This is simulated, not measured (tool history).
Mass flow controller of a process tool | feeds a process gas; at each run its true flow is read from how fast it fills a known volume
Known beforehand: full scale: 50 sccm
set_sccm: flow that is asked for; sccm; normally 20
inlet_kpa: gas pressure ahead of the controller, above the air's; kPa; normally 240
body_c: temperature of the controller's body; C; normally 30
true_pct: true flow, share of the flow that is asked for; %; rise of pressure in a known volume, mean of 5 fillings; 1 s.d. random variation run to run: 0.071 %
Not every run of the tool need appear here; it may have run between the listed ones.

| run | hour | set_sccm | inlet_kpa | body_c | true_pct |
|---|---|---|---|---|---|
| 1 | 0.0 | 20 | 240 | 30 | 99.56 |
| 2 | 313.0 | 20 | 240 | 30 | 99.38 |
| 3 | 707.6 | 20 | 240 | 30 | 99.50 |
| 4 | 1021.3 | 20 | 240 | 30 | 99.48 |
| 5 | 1505.0 | 20 | 152 | 30 | 99.99 |
| 6 | 1717.7 | 20 | 152 | 30 | 99.82 |
| 7 | 2176.0 | 20 | 240 | 23 | 99.13 |
| 8 | 2606.0 | 20 | 240 | 23 | 99.18 |
| 9 | 2914.7 | 20 | 240 | 23 | 99.11 |
| 10 | 3170.3 | 20 | 240 | 23 | 99.16 |
| 11 | 3517.5 | 20 | 166 | 30 | 99.92 |
| 12 | 3946.0 | 20 | 166 | 30 | 99.90 |
| 13 | 4289.9 | 20 | 166 | 30 | 99.80 |
| 14 | 4758.3 | 20 | 166 | 30 | 99.86 |
| 15 | 5128.6 | 20 | 240 | 30 | 99.55 |
| 16 | 5373.7 | 20 | 240 | 30 | 99.53 |
| 17 | 5848.3 | 20 | 240 | 30 | 99.54 |
| 18 | 6063.4 | 20 | 240 | 30 | 99.37 |
| 19 | 6356.3 | 20 | 205 | 30 | 99.68 |
| 20 | 6689.4 | 20 | 205 | 30 | 99.65 |
| 21 | 7104.5 | 8 | 162 | 23 | 99.44 |
| 22 | 7358.4 | 8 | 159 | 34 | 99.93 |
| 23 | 7722.7 | 8 | 159 | 34 | 99.95 |
| 24 | 8155.0 | 16 | 240 | 27 | 99.27 |
| 25 | 8366.0 | 34 | 158 | 30 | 100.22 |
| 26 | 8688.3 | 48 | 240 | 25 | 99.73 |
| 27 | 9125.6 | 20 | 263 | 34 | 99.48 |
| 28 | 9558.9 | 20 | 263 | 34 | 99.57 |
|  | 9602.5 | controller exchanged for a calibrated one |
| 29 | 9924.6 | 20 | 263 | 34 | 99.62 |
| 30 | 10372.0 | 10 | 155 | 21 | 99.25 |
| 31 | 10854.0 | 10 | 155 | 21 | 99.35 |
| 32 | 11222.7 | 10 | 259 | 21 | 98.79 |
| 33 | 11523.6 | 6 | 160 | 30 | 99.66 |
| 34 | 11849.6 | 13 | 148 | 30 | 100.01 |
| 35 | 12081.3 | 20 | 205 | 30 | 99.70 |
| 36 | 12534.8 | 20 | 205 | 30 | 99.74 |
| 37 | 12731.9 | 20 | 205 | 30 | 99.64 |
| 38 | 13048.4 | 20 | 205 | 30 | 99.63 |
| 39 | 13263.3 | 20 | 205 | 30 | 99.70 |

Alternative continuations, all from the tool just after run 39; predict every row:
| A | 13691.8 | 20 | 205 | 37 | ? |
| B | 13691.8 | 10 | 172 | 38 | ? |
| C | 13691.8 | 20 | 182 | 37 | ? |
| D | 13691.8 | 14 | 207 | 23 | ? |
| E | 13691.8 | 7 | 241 | 30 | ? |

| run | true_pct |
|---|---|
| A | 99.95 |
| B | 99.94 |
| C | 100.06 |
| D | 99.27 |
| E | 99.18 |
The same runs, with their run-to-run variation unchanged, on a tool lacking any hidden condition would have given:
| run | true_pct |
|---|---|
| A | 99.94 |
| B | 99.92 |
| C | 100.05 |
| D | 99.26 |
| E | 99.16 |
